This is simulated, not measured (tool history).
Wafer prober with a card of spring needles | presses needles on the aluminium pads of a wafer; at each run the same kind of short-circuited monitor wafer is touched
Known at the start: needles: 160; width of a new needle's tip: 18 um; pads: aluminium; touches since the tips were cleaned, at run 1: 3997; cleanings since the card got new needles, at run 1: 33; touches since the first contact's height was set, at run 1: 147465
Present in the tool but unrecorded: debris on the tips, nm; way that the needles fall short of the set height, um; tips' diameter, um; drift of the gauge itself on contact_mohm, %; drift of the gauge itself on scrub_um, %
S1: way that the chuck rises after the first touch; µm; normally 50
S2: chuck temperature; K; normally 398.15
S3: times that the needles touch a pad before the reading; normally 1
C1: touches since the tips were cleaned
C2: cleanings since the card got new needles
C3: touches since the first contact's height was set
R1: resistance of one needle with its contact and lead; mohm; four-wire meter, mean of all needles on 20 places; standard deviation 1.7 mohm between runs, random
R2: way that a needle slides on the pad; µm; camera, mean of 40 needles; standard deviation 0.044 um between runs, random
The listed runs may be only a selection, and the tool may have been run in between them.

Run 1, hour 0: usual settings; C1 3997; C2 33; C3 147465. Result: R1 314 mohm, R2 13.15 µm.
At hour 13.2: tips cleaned on abrasive film.
Run 2, hour 32.7: usual settings but S2 380.15 K; C1 8314; C2 34; C3 161391. Result: R1 332 mohm, R2 13.15 µm.
At hour 37.8: tips cleaned on abrasive film.
At hour 59.7: tips cleaned on abrasive film.
At hour 83: tips cleaned on abrasive film.
Run 3, hour 89: usual settings; C1 2541; C2 37; C3 185269. Result: R1 285 mohm, R2 13.02 µm.
At hour 101.5: height of the first contact set anew.
At hour 105: tips cleaned on abrasive film.
At hour 127.8: tips cleaned on abrasive film.
Run 4, hour 143.9: usual settings; C1 6839; C2 39; C3 17993. Result: R1 318 mohm, R2 13.46 µm.
At hour 152.4: tips cleaned on abrasive film.
At hour 173.9: tips cleaned on abrasive film.
Run 5, hour 173.9: usual settings; C1 0; C2 41; C3 30747. Result: R1 193 mohm, R2 13.49 µm.
At hour 197: tips cleaned on abrasive film.
Run 6, hour 215.6: usual settings but S2 305.15 K; C1 7934; C2 42; C3 48483. Result: R1 337 mohm, R2 13.49 µm.
At hour 220.1: tips cleaned on abrasive film.
At hour 243.6: tips cleaned on abrasive film.
At hour 268.4: tips cleaned on abrasive film.
Run 7, hour 287.8: usual settings; C1 8281; C2 45; C3 79188. Result: R1 333 mohm, R2 13.34 µm.
At hour 292.9: tips cleaned on abrasive film.
At hour 316.4: tips cleaned on abrasive film.
At hour 339.8: tips cleaned on abrasive film.
Run 8, hour 349.1: usual settings; C1 3937; C2 48; C3 105194. Result: R1 307 mohm, R2 13.23 µm.
At hour 363.3: tips cleaned on abrasive film.
At hour 384.2: tips cleaned on abrasive film.
At hour 405.7: tips cleaned on abrasive film.
Run 9, hour 414.7: usual settings; C1 3838; C2 51; C3 133094. Result: R1 315 mohm, R2 13.28 µm.
At hour 426.8: tips cleaned on abrasive film.
Run 10, hour 444.8: usual settings but S2 300.15 K; C1 7674; C2 52; C3 145891. Result: R1 343 mohm, R2 13.13 µm.
At hour 448.6: tips cleaned on abrasive film.
At hour 470.3: tips cleaned on abrasive film.
At hour 494.8: tips cleaned on abrasive film.
Run 11, hour 504.7: usual settings but S2 300.15 K; C1 4233; C2 55; C3 171352. Result: R1 330 mohm, R2 13 µm.
At hour 518.5: tips cleaned on abrasive film.
At hour 542: tips cleaned on abrasive film.
At hour 552.3: height of the first contact set anew.
At hour 564.4: tips cleaned on abrasive film.
Run 12, hour 564.4: usual settings but S2 356.15 K; C1 0; C2 58; C3 5107. Result: R1 183 mohm, R2 13.54 µm.
At hour 585.1: tips cleaned on abrasive film.
At hour 609.3: tips cleaned on abrasive film.
Run 13, hour 617.3: usual settings but S1 37 µm; C1 3375; C2 60; C3 27589. Result: R1 443 mohm, R2 9.97 µm.
At hour 630.3: tips cleaned on abrasive film.
At hour 651.7: tips cleaned on abrasive film.
Run 14, hour 663.9: usual settings but S1 37 µm; C1 5181; C2 62; C3 47410. Result: R1 464 mohm, R2 9.93 µm.
At hour 672.3: tips cleaned on abrasive film.
At hour 695.5: tips cleaned on abrasive film.
At hour 719.9: tips cleaned on abrasive film.
Run 15, hour 719.9: usual settings but S1 37 µm; C1 0; C2 65; C3 71197. Result: R1 219 mohm, R2 9.83 µm.
At hour 744: tips cleaned on abrasive film.
At hour 768.4: tips cleaned on abrasive film.
Run 16, hour 783.4: usual settings but S1 37 µm, S2 346.15 K, S3 2; C1 6403; C2 67; C3 98232. Result: R1 372 mohm, R2 9.77 µm.
At hour 793: tips cleaned on abrasive film.
At hour 813.8: tips cleaned on abrasive film.
At hour 837.1: tips cleaned on abrasive film.
Run 17, hour 839.8: usual settings; C1 1172; C2 70; C3 122162. Result: R1 267 mohm, R2 13.1 µm.
At hour 858.4: tips cleaned on abrasive film.
At hour 880.7: tips cleaned on abrasive film.
At hour 904.9: tips cleaned on abrasive film.
Run 18, hour 907.3: usual settings but S1 49 µm, S2 332.15 K; C1 1009; C2 73; C3 150849. Result: R1 256 mohm, R2 12.74 µm.
At hour 926.7: tips cleaned on abrasive film.
At hour 949.4: tips cleaned on abrasive film.
Run 19, hour 961.9: usual settings but S1 49 µm, S2 332.15 K; C1 5336; C2 75; C3 174088. Result: R1 363 mohm, R2 12.85 µm.
At hour 970.3: tips cleaned on abrasive film.
At hour 992.5: tips cleaned on abrasive film.
At hour 1002.8: height of the first contact set anew.
Run 20, hour 1005.5: usual settings but S1 31 µm, S2 374.15 K; C1 5433; C2 77; C3 1151. Result: R1 578 mohm, R2 8.49 µm.
At hour 1013.1: tips cleaned on abrasive film.
At hour 1036.1: tips cleaned on abrasive film.
Run 21, hour 1046.8: usual settings but S1 31 µm, S2 374.15 K; C1 4565; C2 79; C3 18695. Result: R1 615 mohm, R2 8.32 µm.
At hour 1060.5: tips cleaned on abrasive film.
Run 22, hour 1079.1: usual settings but S2 356.15 K; C1 7923; C2 80; C3 32424. Result: R1 346 mohm, R2 13.55 µm.
At hour 1082.3: tips cleaned on abrasive film.
At hour 1102.8: tips cleaned on abrasive film.
Run 23, hour 1122.2: usual settings but S1 43 µm, S2 381.15 K, S3 3; C1 8280; C2 82; C3 50757. Result: R1 270 mohm, R2 11.55 µm.
At hour 1126.2: tips cleaned on abrasive film.
At hour 1150.7: tips cleaned on abrasive film.
Run 24, hour 1164.6: usual settings but S1 43 µm, S2 339.15 K; C1 5955; C2 84; C3 68762. Result: R1 420 mohm, R2 11.43 µm.
At hour 1173.9: tips cleaned on abrasive film.
At hour 1195.2: tips cleaned on abrasive film.
Run 25, hour 1206.4: usual settings but S1 43 µm, S2 339.15 K; C1 4786; C2 86; C3 86509. Result: R1 392 mohm, R2 11.37 µm.
At hour 1218.4: tips cleaned on abrasive film.
At hour 1238.8: tips cleaned on abrasive film.
At hour 1262.1: tips cleaned on abrasive film.
Run 26, hour 1277.1: usual settings but S1 54 µm, S2 354.15 K, S3 2; C1 6395; C2 89; C3 116564. Result: R1 269 mohm, R2 14.24 µm.
At hour 1286.2: tips cleaned on abrasive film.
At hour 1308.6: tips cleaned on abrasive film.
Run 27, hour 1314.8: usual settings but S1 34 µm; C1 2647; C2 91; C3 132586. Result: R1 464 mohm, R2 8.83 µm.
At hour 1331.1: tips cleaned on abrasive film.
At hour 1352.9: tips cleaned on abrasive film.
At hour 1373.3: tips cleaned on abrasive film.
Run 28, hour 1373.3: usual settings but S2 322.15 K; C1 0; C2 94; C3 157402. Result: R1 183 mohm, R2 13 µm.
At hour 1396.2: tips cleaned on abrasive film.
Run 29, hour 1407.6: usual settings but S1 36 µm; C1 4882; C2 95; C3 172025. Result: R1 556 mohm, R2 9.24 µm.

Branching from run 29: 4 alternative next runs. What would each branch give?
At hour 1419.2: tips cleaned on abrasive film.
At hour 1441.9: tips cleaned on abrasive film.
Run A, hour 1441.9: usual settings but S2 363.15 K, S3 2; C1 0; C2 97; C3 186579. Result: R1 ?, R2 ?.
At hour 1419.2: tips cleaned on abrasive film.
At hour 1441.9: tips cleaned on abrasive film.
Run B, hour 1441.9: usual settings but S3 2; C1 0; C2 97; C3 186579. Result: R1 ?, R2 ?.
At hour 1419.2: tips cleaned on abrasive film.
At hour 1441.9: tips cleaned on abrasive film.
Run C, hour 1441.9: usual settings but S1 33 µm; C1 0; C2 97; C3 186579. Result: R1 ?, R2 ?.
At hour 1419.2: tips cleaned on abrasive film.
At hour 1441.9: tips cleaned on abrasive film.
Run D, hour 1441.9: usual settings but S1 35 µm; C1 0; C2 97; C3 186579. Result: R1 ?, R2 ?.

run   R1     R2
  A  185  12.89
  B  192  12.91
  C  238   8.34
  D  229   8.84
With no hidden state in the tool, these same runs would have given:
run   R1     R2
  A  170  13.55
  B  177  13.58
  C  195   9.01
  D  191    9.5
